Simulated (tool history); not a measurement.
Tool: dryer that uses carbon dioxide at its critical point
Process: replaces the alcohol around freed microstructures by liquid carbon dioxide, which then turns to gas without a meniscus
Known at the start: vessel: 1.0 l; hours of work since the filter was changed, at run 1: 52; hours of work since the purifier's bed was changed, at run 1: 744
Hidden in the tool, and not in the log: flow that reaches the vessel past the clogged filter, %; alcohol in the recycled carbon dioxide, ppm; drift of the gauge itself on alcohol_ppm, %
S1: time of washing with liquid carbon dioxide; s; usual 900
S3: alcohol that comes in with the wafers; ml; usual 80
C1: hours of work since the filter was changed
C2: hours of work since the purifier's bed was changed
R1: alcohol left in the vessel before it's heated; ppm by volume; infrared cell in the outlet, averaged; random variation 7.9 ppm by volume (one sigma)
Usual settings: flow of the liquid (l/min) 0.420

Run 1, day 0.000: usual settings; C1 52; C2 744. Result: R1 604 ppm by volume.
Run 2, day 2.304: usual settings but S1 1140 s; C1 73; C2 765. Result: R1 280 ppm by volume.
Run 3, day 4.492: usual settings but S1 1140 s; C1 92; C2 784. Result: R1 299 ppm by volume.
Run 4, day 7.029: usual settings but S1 1140 s; C1 115; C2 807. Result: R1 304 ppm by volume.
Run 5, day 9.621: usual settings; C1 138; C2 830. Result: R1 715 ppm by volume.
Run 6, day 11.842: usual settings; C1 158; C2 850. Result: R1 780 ppm by volume.
Run 7, day 13.242: usual settings but S3 86 ml; C1 170; C2 862. Result: R1 823 ppm by volume.
Run 8, day 16.125: usual settings; C1 196; C2 888. Result: R1 806 ppm by volume.
Run 9, day 17.454: usual settings but flow of the liquid (l/min) 0.286; C1 208; C2 900. Result: R1 3341 ppm by volume.
Run 10, day 20.125: usual settings but S3 27 ml; C1 232; C2 924. Result: R1 413 ppm by volume.
Run 11, day 21.975: usual settings but S3 27 ml; C1 248; C2 940. Result: R1 448 ppm by volume.
Run 12, day 23.521: usual settings but S3 27 ml; C1 262; C2 954. Result: R1 440 ppm by volume.
Run 13, day 25.029: usual settings but S1 600 s, S3 27 ml; C1 276; C2 968. Result: R1 1357 ppm by volume.
Run 14, day 27.917: usual settings but S1 600 s, S3 27 ml; C1 301; C2 993. Result: R1 1429 ppm by volume.
Run 15, day 29.850: usual settings but flow of the liquid (l/min) 0.525; C1 319; C2 1011. Result: R1 463 ppm by volume.
Run 16, day 32.104: usual settings but flow of the liquid (l/min) 0.525; C1 339; C2 1031. Result: R1 473 ppm by volume.
Run 17, day 33.500: usual settings; C1 351; C2 1043. Result: R1 1096 ppm by volume.
At day 36.025: inlet filter changed.
Run 18, day 36.225: usual settings; C1 2; C2 1067. Result: R1 636 ppm by volume.
Run 19, day 37.425: usual settings; C1 13; C2 1078. Result: R1 660 ppm by volume.
Run 20, day 39.158: usual settings but S1 660 s, flow of the liquid (l/min) 0.254, S3 46 ml; C1 28; C2 1093. Result: R1 5170 ppm by volume.
Run 21, day 40.729: usual settings but S1 660 s, flow of the liquid (l/min) 0.252, S3 91 ml; C1 42; C2 1108. Result: R1 10309 ppm by volume.
Run 22, day 43.521: usual settings but flow of the liquid (l/min) 0.470; C1 67; C2 1132. Result: R1 500 ppm by volume.
Run 23, day 45.342: usual settings but flow of the liquid (l/min) 0.470; C1 83; C2 1149. Result: R1 509 ppm by volume.
Run 24, day 48.104: usual settings but flow of the liquid (l/min) 0.470, S3 29 ml; C1 108; C2 1173. Result: R1 343 ppm by volume.

Forecast run 25:
Run 25, day 50.583: usual settings but flow of the liquid (l/min) 0.470, S3 23 ml; C1 130; C2 1196. Result: R1 ?.

{"run 25": {"R1": 333}}
Without the tool's hidden state the same run would have given R1 62 ppm by volume.

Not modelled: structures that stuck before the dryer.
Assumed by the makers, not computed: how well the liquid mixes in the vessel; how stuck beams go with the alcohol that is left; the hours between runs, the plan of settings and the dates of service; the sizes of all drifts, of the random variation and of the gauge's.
